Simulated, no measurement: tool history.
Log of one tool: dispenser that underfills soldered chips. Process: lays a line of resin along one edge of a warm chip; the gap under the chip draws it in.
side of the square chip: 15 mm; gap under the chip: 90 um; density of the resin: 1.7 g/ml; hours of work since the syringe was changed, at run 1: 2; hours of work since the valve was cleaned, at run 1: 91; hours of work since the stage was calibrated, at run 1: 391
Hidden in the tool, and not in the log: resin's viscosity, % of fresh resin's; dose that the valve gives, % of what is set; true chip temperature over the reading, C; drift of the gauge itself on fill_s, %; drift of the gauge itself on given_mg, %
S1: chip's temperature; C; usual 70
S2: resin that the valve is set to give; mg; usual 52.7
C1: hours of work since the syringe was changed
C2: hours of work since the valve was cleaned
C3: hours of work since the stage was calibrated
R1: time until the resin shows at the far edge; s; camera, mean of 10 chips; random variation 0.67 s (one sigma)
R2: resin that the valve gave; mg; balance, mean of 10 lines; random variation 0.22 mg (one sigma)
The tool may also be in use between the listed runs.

| run | day | S1 | S2 | C1 | C2 | C3 | R1 | R2 |
|---|---|---|---|---|---|---|---|---|
| 1 | 0.000 | 70 | 52.7 | 2 | 91 | 391 | 64.2 | 47.62 |
| 2 | 0.329 | 70 | 51.4 | 8 | 98 | 397 | 94.7 | 46.71 |
|  | 0.371 | new syringe of resin |
| 3 | 0.729 | 70 | 52.7 | 7 | 105 | 405 | 88.1 | 47.19 |
|  | 0.808 | new syringe of resin |
| 4 | 1.017 | 70 | 46.3 | 4 | 110 | 410 | 76.6 | 40.99 |
|  | 1.275 | new syringe of resin |
| 5 | 1.279 | 70 | 46.3 | 0 | 115 | 415 | 59.8 | 40.66 |
| 6 | 1.646 | 70 | 49.1 | 7 | 122 | 421 | 91.7 | 43.57 |
|  | 1.712 | new syringe of resin |
|  | 2.154 | new syringe of resin |
| 7 | 2.154 | 70 | 49.1 | 0 | 131 | 430 | 57.4 | 42.92 |
| 8 | 2.471 | 70 | 52.7 | 6 | 137 | 436 | 82.4 | 45.64 |
|  | 2.617 | new syringe of resin |
|  | 2.754 | dispensing valve cleaned and set on the balance |
| 9 | 2.829 | 70 | 52.7 | 3 | 1 | 442 | 68.2 | 52.24 |
| 10 | 3.062 | 70 | 52.7 | 8 | 6 | 447 | 89.5 | 52.25 |
|  | 3.117 | new syringe of resin |
| 11 | 3.496 | 70 | 66.3 | 7 | 14 | 454 | 82.7 | 65.69 |
|  | 3.558 | new syringe of resin |
|  | 4.008 | new syringe of resin |
| 12 | 4.033 | 70 | 44.9 | 0 | 23 | 464 | 59.2 | 44.20 |
|  | 4.454 | new syringe of resin |
| 13 | 4.583 | 70 | 52.7 | 2 | 33 | 474 | 64.5 | 51.62 |
| 14 | 4.850 | 70 | 52.7 | 7 | 38 | 479 | 88.6 | 50.99 |
|  | 4.912 | new syringe of resin |
| 15 | 5.279 | 70 | 52.7 | 7 | 46 | 487 | 85.2 | 50.27 |
|  | 5.367 | new syringe of resin |
|  | 5.817 | new syringe of resin |
| 16 | 5.854 | 70 | 52.7 | 1 | 56 | 497 | 55.7 | 49.86 |
| 17 | 6.112 | 70 | 52.7 | 6 | 61 | 502 | 77.5 | 49.55 |
|  | 6.254 | new syringe of resin |
| 18 | 6.612 | 79 | 47.5 | 7 | 70 | 511 | 57.0 | 44.14 |
|  | 6.704 | new syringe of resin |
| 19 | 7.058 | 79 | 47.5 | 7 | 79 | 519 | 59.1 | 43.93 |
|  | 7.154 | new syringe of resin |
| 20 | 7.492 | 59 | 54.7 | 6 | 86 | 527 | 138.8 | 49.72 |
|  | 7.621 | new syringe of resin |
| 21 | 7.833 | 73 | 56.1 | 4 | 93 | 533 | 62.5 | 51.36 |
|  | 8.058 | new syringe of resin |
| 22 | 8.104 | 73 | 56.1 | 1 | 97 | 538 | 48.9 | 50.31 |
| 23 | 8.429 | 70 | 46.3 | 7 | 104 | 544 | 87.3 | 41.71 |
|  | 8.492 | new syringe of resin |
|  | 8.596 | stage's temperature calibrated |
| 24 | 8.742 | 77 | 67.8 | 4 | 108 | 3 | 54.9 | 60.19 |
|  | 9.000 | new syringe of resin |
| 25 | 9.008 | 77 | 67.8 | 0 | 113 | 8 | 42.4 | 60.41 |
| 26 | 9.283 | 77 | 67.8 | 5 | 118 | 13 | 59.9 | 59.65 |
|  | 9.467 | new syringe of resin |
| 27 | 9.658 | 75 | 67.8 | 4 | 125 | 19 | 59.5 | 59.64 |
|  | 9.925 | new syringe of resin |
| 28 | 9.983 | 75 | 67.8 | 1 | 131 | 25 | 48.7 | 58.89 |
| 29 | 10.262 | 75 | 67.8 | 6 | 136 | 31 | 68.9 | 59.32 |
|  | 10.354 | new syringe of resin |
|  | 10.554 | dispensing valve cleaned and set on the balance |
| 30 | 10.625 | 75 | 48.6 | 4 | 1 | 36 | 62.8 | 48.75 |
|  | 10.846 | new syringe of resin |
| 31 | 10.912 | 72 | 46.4 | 1 | 7 | 41 | 59.2 | 45.95 |
| 32 | 11.200 | 77 | 53.1 | 7 | 12 | 47 | 64.5 | 52.78 |
|  | 11.288 | new syringe of resin |
| 33 | 11.692 | 59 | 62.8 | 8 | 21 | 56 | 157.7 | 61.59 |
|  | 11.750 | new syringe of resin |
|  | 12.183 | new syringe of resin |
| 34 | 12.246 | 60 | 45.4 | 1 | 31 | 66 | 105.3 | 43.87 |

Hidden state or all else? Some run-to-run changes of R1, split into what the settings, what came in and random variation would give without the hidden state, and what is left for the hidden state (with any gauge scatter that isn't in both results):
Run 6 -> 7: new syringe of resin, new syringe of resin. R1 -34.3 s: hidden state -33.4, all else -0.9.
Run 19 -> 20: S1 79 -> 59, S2 47.5 -> 54.7, new syringe of resin. R1 +79.7 s: hidden state +19.6, all else +60.1.
Run 20 -> 21: S1 59 -> 73, S2 54.7 -> 56.1, new syringe of resin. R1 -76.3 s: hidden state -27.1, all else -49.2.
Run 32 -> 33: S1 77 -> 59, S2 53.1 -> 62.8, new syringe of resin. R1 +93.2 s: hidden state +37.7, all else +55.5.
Run 33 -> 34: S1 59 -> 60, S2 62.8 -> 45.4, new syringe of resin, new syringe of resin. R1 -52.4 s: hidden state -52.8, all else +0.4.
